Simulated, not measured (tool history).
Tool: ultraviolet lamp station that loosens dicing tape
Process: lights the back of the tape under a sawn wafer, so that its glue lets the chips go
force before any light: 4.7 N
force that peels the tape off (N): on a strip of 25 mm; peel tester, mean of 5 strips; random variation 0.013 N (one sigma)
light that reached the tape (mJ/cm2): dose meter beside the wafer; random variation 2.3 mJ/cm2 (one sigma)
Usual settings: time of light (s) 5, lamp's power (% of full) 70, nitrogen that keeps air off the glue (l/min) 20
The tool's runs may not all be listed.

| run | hour | time of light (s) | lamp's power (% of full) | nitrogen that keeps air off the glue (l/min) | force that peels the tape off (N) | light that reached the tape (mJ/cm2) |
|---|---|---|---|---|---|---|
| 1 | 0.0 | 5 | 70 | 20 | 0.819 | 187 |
| 2 | 9.7 | 5 | 70 | 20 | 0.795 | 190 |
| 3 | 27.3 | 5 | 70 | 20 | 0.844 | 187 |
| 4 | 41.4 | 9 | 70 | 20 | 0.367 | 336 |
| 5 | 59.0 | 3 | 70 | 20 | 1.539 | 113 |
| 6 | 76.6 | 3 | 70 | 20 | 1.584 | 108 |
| 7 | 91.0 | 3 | 70 | 20 | 1.622 | 108 |
| 8 | 109.2 | 3 | 70 | 20 | 1.652 | 106 |
| 9 | 123.3 | 3 | 70 | 20 | 1.617 | 109 |
| 10 | 136.5 | 5 | 93 | 20 | 0.596 | 236 |
| 11 | 144.9 | 5 | 93 | 20 | 0.564 | 234 |
| 12 | 155.4 | 5 | 70 | 17 | 0.971 | 173 |
| 13 | 173.7 | 5 | 70 | 17 | 1.011 | 173 |
| 14 | 183.7 | 5 | 97 | 20 | 0.572 | 239 |
| 15 | 197.6 | 5 | 70 | 39 | 0.678 | 168 |
| 16 | 209.0 | 5 | 70 | 39 | 0.694 | 170 |
| 17 | 220.3 | 5 | 70 | 39 | 0.722 | 171 |
| 18 | 229.6 | 5 | 61 | 39 | 0.893 | 143 |
| 19 | 237.5 | 5 | 61 | 39 | 0.861 | 149 |
| 20 | 255.2 | 2 | 61 | 39 | 2.305 | 57 |
| 21 | 270.4 | 5 | 70 | 18 | 1.058 | 168 |
| 22 | 279.9 | 5 | 70 | 25 | 0.884 | 164 |
| 23 | 292.7 | 5 | 70 | 13 | 1.202 | 161 |
| 24 | 304.9 | 6 | 97 | 14 | 0.599 | 272 |
| 25 | 317.5 | 6 | 97 | 14 | 0.590 | 267 |
| 26 | 328.7 | 5 | 67 | 14 | 1.230 | 158 |
| 27 | 348.0 | 5 | 67 | 13 | 1.333 | 151 |
| 28 | 367.2 | 5 | 67 | 13 | 1.329 | 150 |
| 29 | 383.2 | 5 | 67 | 13 | 1.360 | 149 |
|  | 385.0 | window cleaned of glue's vapour |
| 30 | 392.0 | 5 | 67 | 13 | 1.467 | 139 |
| 31 | 403.5 | 7 | 70 | 20 | 0.767 | 205 |
|  | 412.7 | window cleaned of glue's vapour, once more |
| 32 | 418.1 | 5 | 70 | 20 | 0.952 | 168 |
| 33 | 428.9 | 5 | 98 | 20 | 0.586 | 232 |
| 34 | 446.0 | 5 | 64 | 18 | 1.201 | 148 |
| 35 | 457.5 | 5 | 65 | 18 | 1.159 | 155 |
| 36 | 472.5 | 6 | 87 | 15 | 0.676 | 243 |
| 37 | 483.4 | 6 | 87 | 15 | 0.702 | 241 |
| 38 | 494.2 | 5 | 66 | 11 | 1.428 | 149 |
| 39 | 507.8 | 4 | 70 | 20 | 1.378 | 123 |
| 40 | 519.5 | 4 | 70 | 20 | 1.422 | 124 |
| 41 | 534.2 | 3 | 65 | 22 | 1.869 | 88 |
| 42 | 543.1 | 4 | 70 | 8 | 1.886 | 123 |
| 43 | 551.2 | 4 | 70 | 8 | 1.988 | 125 |
| 44 | 561.3 | 4 | 73 | 33 | 1.106 | 132 |

3 ways to go on from here, each from the tool as it stands after run 44. What would each give?
| A | 579.2 | 3 | 83 | 15 | ? | ? |
| B | 579.2 | 7 | 95 | 20 | ? | ? |
| C | 579.2 | 10 | 70 | 20 | ? | ? |

| run | force that peels the tape off (N) | light that reached the tape (mJ/cm2) |
|---|---|---|
| A | 1.786 | 110 |
| B | 0.433 | 289 |
| C | 0.417 | 309 |
Without the tool's hidden state the same runs would have given:
| run | force that peels the tape off (N) | light that reached the tape (mJ/cm2) |
|---|---|---|
| A | 1.115 | 169 |
| B | 0.271 | 447 |
| C | 0.273 | 476 |
